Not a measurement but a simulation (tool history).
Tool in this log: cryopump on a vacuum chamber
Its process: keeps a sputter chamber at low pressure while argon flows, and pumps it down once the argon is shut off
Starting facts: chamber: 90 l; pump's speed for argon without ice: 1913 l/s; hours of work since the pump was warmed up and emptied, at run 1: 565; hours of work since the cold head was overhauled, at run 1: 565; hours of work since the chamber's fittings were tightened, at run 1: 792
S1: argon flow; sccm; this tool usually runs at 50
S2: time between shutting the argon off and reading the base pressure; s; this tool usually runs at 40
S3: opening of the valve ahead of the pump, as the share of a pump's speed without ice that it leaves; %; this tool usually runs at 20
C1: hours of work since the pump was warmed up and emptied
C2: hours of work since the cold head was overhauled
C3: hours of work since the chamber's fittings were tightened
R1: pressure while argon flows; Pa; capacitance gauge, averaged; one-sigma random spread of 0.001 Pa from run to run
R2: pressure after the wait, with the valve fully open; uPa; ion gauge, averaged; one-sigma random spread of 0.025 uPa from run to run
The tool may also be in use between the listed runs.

run,hour,S1,S2,S3,C1,C2,C3,R1,R2
1,0.0,50,40,20,565,565,792,0.2303,1.32
2,43.3,50,40,20,593,593,820,0.2331,1.32
3,90.1,50,40,20,623,623,851,0.2331,1.31
4,118.9,50,40,20,642,642,870,0.2352,1.32
5,153.6,50,40,20,665,665,892,0.2351,1.31
6,191.4,50,40,40,689,689,917,0.1244,1.35
7,240.8,50,35,40,721,721,949,0.1249,1.48
8,291.5,50,40,30,754,754,982,0.1622,1.35
9,349.4,50,40,60,792,792,1019,0.0904,1.35
10,403.0,75,40,20,827,827,1054,0.3581,1.40
11,432.7,75,40,20,846,846,1074,0.3585,1.42
12,489.5,75,58,20,883,883,1111,0.3583,1.16
13,527.0,75,58,20,907,907,1135,0.3625,1.16
14,573.9,75,58,20,938,938,1165,0.3630,1.20
15,602.5,69,34,54,956,956,1184,0.1433,1.67
16,653.5,69,34,54,990,990,1217,0.1444,1.67
# hour 666.4: pump warmed up, emptied and cooled again
17,699.0,50,40,56,21,1016,1244,0.0790,1.29
18,745.0,81,123,56,51,1046,1273,0.1304,0.72
19,780.4,58,40,34,74,1069,1296,0.1544,1.28
20,832.4,50,126,20,108,1103,1330,0.2238,0.69
21,873.9,50,78,20,135,1130,1357,0.2231,0.91
22,923.6,24,24,20,167,1162,1390,0.1065,1.95
23,955.6,24,24,20,188,1183,1410,0.1084,1.97
24,993.3,60,172,18,213,1207,1435,0.3000,0.68
25,1020.5,60,23,42,230,1225,1453,0.1298,2.03
26,1050.2,33,40,25,250,1244,1472,0.1193,1.37
27,1093.0,44,107,48,277,1272,1500,0.0859,0.83
28,1118.7,67,283,17,294,1289,1516,0.3543,0.62

Below are 5 alternative next runs, each starting from the tool's condition after run 28. Predict each:
A,1161.6,68,156,17,322,1317,1544,?,?
B,1161.6,50,40,28,322,1317,1544,?,?
C,1161.6,63,283,35,322,1317,1544,?,?
D,1161.6,67,98,21,322,1317,1544,?,?
E,1161.6,67,31,17,322,1317,1544,?,?

run,R1,R2
A,0.3607,0.77
B,0.1618,1.40
C,0.1668,0.66
D,0.2888,0.88
E,0.3527,1.68
Without the tool's unlogged condition, the same runs would have read:
run,R1,R2
A,0.3527,0.39
B,0.1559,1.03
C,0.1593,0.28
D,0.2809,0.51
E,0.3448,1.29
